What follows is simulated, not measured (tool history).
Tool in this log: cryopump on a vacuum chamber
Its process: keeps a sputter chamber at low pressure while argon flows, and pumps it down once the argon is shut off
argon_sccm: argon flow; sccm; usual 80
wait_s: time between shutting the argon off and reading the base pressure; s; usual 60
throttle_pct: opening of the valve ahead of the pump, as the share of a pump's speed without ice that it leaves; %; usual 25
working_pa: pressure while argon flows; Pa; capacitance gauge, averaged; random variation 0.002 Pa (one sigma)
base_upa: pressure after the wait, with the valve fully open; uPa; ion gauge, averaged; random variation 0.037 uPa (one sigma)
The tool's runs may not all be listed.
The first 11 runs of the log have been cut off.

run,day,argon_sccm,wait_s,throttle_pct,hours of work since the pump was warmed up and emptied,hours of work since the cold head was overhauled,hours of work since the chamber's fittings were tightened,working_pa,base_upa
12,25.133,80,60,25,341,1848,305,0.5425,2.61
# day 26.688: pump warmed up, emptied and cooled again
13,27.779,80,60,25,15,1883,339,0.4887,2.39
14,30.788,80,60,25,58,1925,382,0.4918,2.42
15,32.642,44,60,25,84,1951,408,0.2708,2.51
16,35.450,32,60,25,124,1991,448,0.1995,2.59
17,36.854,32,60,25,144,2011,468,0.2019,2.56
18,38.367,32,60,25,165,2032,489,0.2002,2.54
19,40.633,32,60,25,197,2064,521,0.2042,2.62
20,42.658,32,27,25,225,2093,549,0.2066,4.95

Run 21, settings as shown, results not yet in. Your forecast:
21,45.688,32,27,25,268,2135,592,?,?

{"run 21": {"working_pa": 0.2091, "base_upa": 4.96}}
Without the tool's hidden state the same run would have given working_pa 0.1917 Pa, base_upa 4.22 uPa.

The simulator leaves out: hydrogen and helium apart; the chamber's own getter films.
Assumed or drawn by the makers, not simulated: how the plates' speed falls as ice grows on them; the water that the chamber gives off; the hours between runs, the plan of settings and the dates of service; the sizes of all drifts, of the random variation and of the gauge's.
